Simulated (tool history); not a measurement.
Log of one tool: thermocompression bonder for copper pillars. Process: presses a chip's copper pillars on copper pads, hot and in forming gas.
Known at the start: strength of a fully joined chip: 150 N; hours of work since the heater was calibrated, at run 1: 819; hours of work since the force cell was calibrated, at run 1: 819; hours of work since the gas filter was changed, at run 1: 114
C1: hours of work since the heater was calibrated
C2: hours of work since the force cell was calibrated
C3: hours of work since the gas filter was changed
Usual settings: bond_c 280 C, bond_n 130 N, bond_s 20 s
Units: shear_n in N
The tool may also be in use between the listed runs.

{"run": 1, "hour": 0.0, "bond_c": 280, "bond_n": 130, "bond_s": 20, "C1": 819, "C2": 819, "C3": 114, "shear_n": 77.6}
{"run": 2, "hour": 14.0, "bond_c": 280, "bond_n": 130, "bond_s": 20, "C1": 829, "C2": 829, "C3": 124, "shear_n": 77.8}
{"run": 3, "hour": 31.9, "bond_c": 286, "bond_n": 130, "bond_s": 20, "C1": 843, "C2": 843, "C3": 138, "shear_n": 84.1}
{"run": 4, "hour": 58.7, "bond_c": 280, "bond_n": 117, "bond_s": 20, "C1": 863, "C2": 863, "C3": 158, "shear_n": 71.2}
{"hour": 67.7, "done": "forming gas filter changed"}
{"run": 5, "hour": 76.5, "bond_c": 251, "bond_n": 130, "bond_s": 20, "C1": 876, "C2": 876, "C3": 7, "shear_n": 50}
{"run": 6, "hour": 107.0, "bond_c": 251, "bond_n": 130, "bond_s": 20, "C1": 898, "C2": 898, "C3": 30, "shear_n": 50.2}
{"run": 7, "hour": 124.0, "bond_c": 251, "bond_n": 130, "bond_s": 20, "C1": 911, "C2": 911, "C3": 42, "shear_n": 48.1}
{"run": 8, "hour": 149.3, "bond_c": 251, "bond_n": 130, "bond_s": 20, "C1": 930, "C2": 930, "C3": 61, "shear_n": 50.2}
{"run": 9, "hour": 176.0, "bond_c": 251, "bond_n": 130, "bond_s": 20, "C1": 950, "C2": 950, "C3": 81, "shear_n": 49.5}
{"run": 10, "hour": 205.7, "bond_c": 251, "bond_n": 130, "bond_s": 20, "C1": 972, "C2": 972, "C3": 104, "shear_n": 51.9}
{"run": 11, "hour": 236.7, "bond_c": 271, "bond_n": 130, "bond_s": 20, "C1": 996, "C2": 996, "C3": 127, "shear_n": 68.3}
{"run": 12, "hour": 251.2, "bond_c": 271, "bond_n": 130, "bond_s": 20, "C1": 1007, "C2": 1007, "C3": 138, "shear_n": 69.5}
{"run": 13, "hour": 281.0, "bond_c": 271, "bond_n": 130, "bond_s": 20, "C1": 1029, "C2": 1029, "C3": 160, "shear_n": 68.7}
{"hour": 287.4, "done": "forming gas filter changed"}
{"run": 14, "hour": 312.6, "bond_c": 271, "bond_n": 130, "bond_s": 20, "C1": 1052, "C2": 1052, "C3": 19, "shear_n": 67.4}
{"run": 15, "hour": 326.7, "bond_c": 283, "bond_n": 130, "bond_s": 20, "C1": 1063, "C2": 1063, "C3": 30, "shear_n": 79.7}
{"run": 16, "hour": 340.1, "bond_c": 283, "bond_n": 130, "bond_s": 20, "C1": 1073, "C2": 1073, "C3": 40, "shear_n": 81}
{"run": 17, "hour": 370.9, "bond_c": 283, "bond_n": 130, "bond_s": 20, "C1": 1096, "C2": 1096, "C3": 63, "shear_n": 80.4}
{"run": 18, "hour": 396.3, "bond_c": 270, "bond_n": 137, "bond_s": 18, "C1": 1115, "C2": 1115, "C3": 82, "shear_n": 68.2}
{"run": 19, "hour": 417.5, "bond_c": 270, "bond_n": 137, "bond_s": 18, "C1": 1131, "C2": 1131, "C3": 98, "shear_n": 67.6}
{"run": 20, "hour": 436.0, "bond_c": 267, "bond_n": 130, "bond_s": 20, "C1": 1145, "C2": 1145, "C3": 111, "shear_n": 64.1}
{"run": 21, "hour": 460.4, "bond_c": 267, "bond_n": 130, "bond_s": 20, "C1": 1163, "C2": 1163, "C3": 130, "shear_n": 63.7}
{"run": 22, "hour": 488.3, "bond_c": 261, "bond_n": 84, "bond_s": 54, "C1": 1184, "C2": 1184, "C3": 151, "shear_n": 57.4}
{"hour": 506.0, "done": "forming gas filter changed"}
{"run": 23, "hour": 513.8, "bond_c": 290, "bond_n": 130, "bond_s": 23, "C1": 1203, "C2": 1203, "C3": 6, "shear_n": 89.7}
{"hour": 525.1, "done": "heater calibrated with a thermocouple chip"}
{"hour": 540.1, "done": "force cell calibrated"}
{"run": 24, "hour": 544.3, "bond_c": 252, "bond_n": 82, "bond_s": 35, "C1": 13, "C2": 3, "C3": 26, "shear_n": 40.2}
{"run": 25, "hour": 575.3, "bond_c": 252, "bond_n": 82, "bond_s": 35, "C1": 36, "C2": 26, "C3": 49, "shear_n": 41.1}
{"run": 26, "hour": 593.9, "bond_c": 268, "bond_n": 121, "bond_s": 10, "C1": 50, "C2": 40, "C3": 63, "shear_n": 47.4}
{"run": 27, "hour": 608.1, "bond_c": 268, "bond_n": 121, "bond_s": 10, "C1": 61, "C2": 51, "C3": 74, "shear_n": 47.4}
{"run": 28, "hour": 621.7, "bond_c": 268, "bond_n": 121, "bond_s": 10, "C1": 71, "C2": 61, "C3": 84, "shear_n": 46.4}
{"run": 29, "hour": 638.6, "bond_c": 268, "bond_n": 121, "bond_s": 10, "C1": 84, "C2": 74, "C3": 97, "shear_n": 46.7}
{"run": 30, "hour": 669.7, "bond_c": 268, "bond_n": 121, "bond_s": 10, "C1": 107, "C2": 97, "C3": 120, "shear_n": 47.6}
{"run": 31, "hour": 691.4, "bond_c": 268, "bond_n": 121, "bond_s": 10, "C1": 124, "C2": 113, "C3": 136, "shear_n": 46.8}
{"run": 32, "hour": 706.1, "bond_c": 299, "bond_n": 130, "bond_s": 15, "C1": 135, "C2": 125, "C3": 147, "shear_n": 88.8}

5 ways to go on from here, each from the tool as it stands after run 32. What would each give?
{"hour": 728.4, "done": "forming gas filter changed"}
{"run": "A", "hour": 736.7, "bond_c": 299, "bond_n": 115, "bond_s": 38, "C1": 157, "C2": 147, "C3": 6, "shear_n": "?"}
{"hour": 728.4, "done": "forming gas filter changed"}
{"run": "B", "hour": 736.7, "bond_c": 252, "bond_n": 101, "bond_s": 24, "C1": 157, "C2": 147, "C3": 6, "shear_n": "?"}
{"hour": 728.4, "done": "forming gas filter changed"}
{"run": "C", "hour": 736.7, "bond_c": 299, "bond_n": 116, "bond_s": 12, "C1": 157, "C2": 147, "C3": 6, "shear_n": "?"}
{"hour": 728.4, "done": "forming gas filter changed"}
{"run": "D", "hour": 736.7, "bond_c": 281, "bond_n": 130, "bond_s": 12, "C1": 157, "C2": 147, "C3": 6, "shear_n": "?"}
{"hour": 728.4, "done": "forming gas filter changed"}
{"run": "E", "hour": 736.7, "bond_c": 308, "bond_n": 130, "bond_s": 47, "C1": 157, "C2": 147, "C3": 6, "shear_n": "?"}

run=A shear_n=107.3
run=B shear_n=42.5
run=C shear_n=75
run=D shear_n=66.3
run=E shear_n=123.3
Without the tool's hidden state the same runs would have given:
run=A shear_n=107.3
run=B shear_n=42.5
run=C shear_n=75.1
run=D shear_n=66.4
run=E shear_n=123.4

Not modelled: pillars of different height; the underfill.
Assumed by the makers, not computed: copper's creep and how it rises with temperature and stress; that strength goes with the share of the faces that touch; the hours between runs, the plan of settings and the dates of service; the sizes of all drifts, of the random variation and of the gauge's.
